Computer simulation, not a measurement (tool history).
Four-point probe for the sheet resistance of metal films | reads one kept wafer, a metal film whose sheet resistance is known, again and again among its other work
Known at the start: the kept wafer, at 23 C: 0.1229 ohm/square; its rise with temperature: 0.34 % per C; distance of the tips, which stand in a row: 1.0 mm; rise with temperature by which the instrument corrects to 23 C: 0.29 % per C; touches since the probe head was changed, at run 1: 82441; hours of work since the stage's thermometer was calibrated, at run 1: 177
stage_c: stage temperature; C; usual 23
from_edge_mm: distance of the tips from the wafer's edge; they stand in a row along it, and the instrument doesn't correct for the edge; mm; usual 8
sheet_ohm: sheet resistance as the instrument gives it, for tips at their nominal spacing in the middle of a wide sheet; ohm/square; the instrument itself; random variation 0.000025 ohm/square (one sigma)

run   hour  stage_c  from_edge_mm  touches since the probe head was changed  hours of work since the stage's thermometer was calibrated  sheet_ohm
  1      0       23             8                                     82441                                                         177   0.124143
  2     46       23             8                                     84101                                                         210   0.124189
  3   97.6       23             3                                     85962                                                         246   0.130097
  4    130       23             3                                     87131                                                         269   0.130087
  5  188.1       23             3                                     89223                                                         310   0.130093
  6  217.1       23             8                                     90269                                                         331   0.124239
  7    269       23            13                                     92143                                                         368   0.123619
  8  307.5       23            13                                     93530                                                         395     0.1236
  9  358.5       27            32                                     95372                                                         431    0.12354
 10  396.5       30             3                                     96743                                                         458   0.130628
 11  449.9       30             3                                     98668                                                         496   0.130678
 12  485.1       35             5                                     99939                                                         521   0.126621

Forecast run 13:
 13  515.1       21             8                                    101019                                                         542          ?

{"run 13": {"sheet_ohm": 0.124155}}
Without the tool's hidden state the same run would have given sheet_ohm 0.123807 ohm/square.
